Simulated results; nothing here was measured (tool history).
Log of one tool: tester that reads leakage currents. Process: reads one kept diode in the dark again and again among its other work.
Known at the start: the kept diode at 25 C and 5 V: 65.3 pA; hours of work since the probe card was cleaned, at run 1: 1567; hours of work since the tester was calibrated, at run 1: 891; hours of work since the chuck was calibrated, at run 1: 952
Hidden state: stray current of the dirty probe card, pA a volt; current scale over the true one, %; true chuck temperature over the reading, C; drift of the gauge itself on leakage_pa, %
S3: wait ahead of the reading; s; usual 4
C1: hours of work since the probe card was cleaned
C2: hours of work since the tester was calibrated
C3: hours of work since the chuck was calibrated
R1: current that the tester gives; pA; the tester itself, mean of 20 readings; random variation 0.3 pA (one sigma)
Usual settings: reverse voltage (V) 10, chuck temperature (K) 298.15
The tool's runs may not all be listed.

run 1 hour=0 | reverse_voltage_(V)=10 chuck_temperature_(K)=298.15 S3=4 | C1=1567 C2=891 C3=952 | R1=109.76
run 2 hour=66.2 | reverse_voltage_(V)=10 chuck_temperature_(K)=298.15 S3=4 | C1=1610 C2=933 C3=994 | R1=109.61
-- hour=112.3 probe card cleaned and baked
run 3 hour=126.2 | reverse_voltage_(V)=10 chuck_temperature_(K)=298.15 S3=0.47 | C1=9 C2=970 C3=1031 | R1=120.55
run 4 hour=163.8 | reverse_voltage_(V)=10 chuck_temperature_(K)=298.15 S3=0.47 | C1=33 C2=994 C3=1055 | R1=120.32
run 5 hour=193.7 | reverse_voltage_(V)=10 chuck_temperature_(K)=298.15 S3=0.47 | C1=52 C2=1013 C3=1074 | R1=120.37
run 6 hour=223 | reverse_voltage_(V)=10 chuck_temperature_(K)=298.15 S3=0.47 | C1=71 C2=1032 C3=1093 | R1=120.9
-- hour=243.4 probe card cleaned and baked, once more
run 7 hour=282.7 | reverse_voltage_(V)=1.4 chuck_temperature_(K)=298.15 S3=4 | C1=25 C2=1068 C3=1129 | R1=29.58
run 8 hour=315.4 | reverse_voltage_(V)=1.4 chuck_temperature_(K)=298.15 S3=4 | C1=46 C2=1089 C3=1150 | R1=29.46
run 9 hour=366 | reverse_voltage_(V)=1.4 chuck_temperature_(K)=298.15 S3=4 | C1=78 C2=1121 C3=1182 | R1=29.41
run 10 hour=424.7 | reverse_voltage_(V)=1.4 chuck_temperature_(K)=298.15 S3=4 | C1=116 C2=1159 C3=1220 | R1=29.46
run 11 hour=481.8 | reverse_voltage_(V)=1.4 chuck_temperature_(K)=298.15 S3=4 | C1=153 C2=1195 C3=1256 | R1=29.34
-- hour=506.4 chuck's temperature calibrated
run 12 hour=542.6 | reverse_voltage_(V)=1.4 chuck_temperature_(K)=298.15 S3=4 | C1=190 C2=1233 C3=23 | R1=30.45
run 13 hour=596.5 | reverse_voltage_(V)=1.4 chuck_temperature_(K)=298.15 S3=4 | C1=225 C2=1268 C3=58 | R1=30.57
run 14 hour=648.8 | reverse_voltage_(V)=10 chuck_temperature_(K)=293.15 S3=7.83 | C1=258 C2=1301 C3=91 | R1=63.77
run 15 hour=703.5 | reverse_voltage_(V)=10 chuck_temperature_(K)=293.15 S3=7.83 | C1=293 C2=1336 C3=126 | R1=63.71
run 16 hour=767 | reverse_voltage_(V)=9.6 chuck_temperature_(K)=317.15 S3=5.03 | C1=334 C2=1377 C3=167 | R1=485.78
run 17 hour=821.9 | reverse_voltage_(V)=6.9 chuck_temperature_(K)=294.15 S3=7.04 | C1=369 C2=1412 C3=202 | R1=56.13
run 18 hour=866.1 | reverse_voltage_(V)=15.8 chuck_temperature_(K)=300.15 S3=7.04 | C1=397 C2=1440 C3=230 | R1=157.83
run 19 hour=920.7 | reverse_voltage_(V)=10.5 chuck_temperature_(K)=330.15 S3=8.22 | C1=432 C2=1475 C3=265 | R1=1411.23
run 20 hour=971.7 | reverse_voltage_(V)=14.1 chuck_temperature_(K)=308.15 S3=0.36 | C1=465 C2=1508 C3=298 | R1=297.07
run 21 hour=1016.9 | reverse_voltage_(V)=8 chuck_temperature_(K)=295.15 S3=1.58 | C1=494 C2=1537 C3=327 | R1=68.18
run 22 hour=1059.8 | reverse_voltage_(V)=7.9 chuck_temperature_(K)=313.15 S3=2.46 | C1=521 C2=1564 C3=354 | R1=313.57
run 23 hour=1105.6 | reverse_voltage_(V)=7.9 chuck_temperature_(K)=313.15 S3=2.46 | C1=550 C2=1593 C3=383 | R1=313.31

Forecast each of these 4 alternatives for the next run:
run A hour=1146.4 | reverse_voltage_(V)=11.7 chuck_temperature_(K)=320.15 S3=4.34 | C1=577 C2=1619 C3=410 | R1=?
run B hour=1146.4 | reverse_voltage_(V)=10 chuck_temperature_(K)=295.15 S3=6.06 | C1=577 C2=1619 C3=410 | R1=?
run C hour=1146.4 | reverse_voltage_(V)=7.9 chuck_temperature_(K)=313.15 S3=1.45 | C1=577 C2=1619 C3=410 | R1=?
run D hour=1146.4 | reverse_voltage_(V)=10 chuck_temperature_(K)=307.15 S3=0.74 | C1=577 C2=1619 C3=410 | R1=?

run=A R1=691.26
run=B R1=78.12
run=C R1=313.54
run=D R1=220.55
Without the tool's hidden state the same runs would have given:
run=A R1=702.86
run=B R1=75.16
run=C R1=317.81
run=D R1=221.4
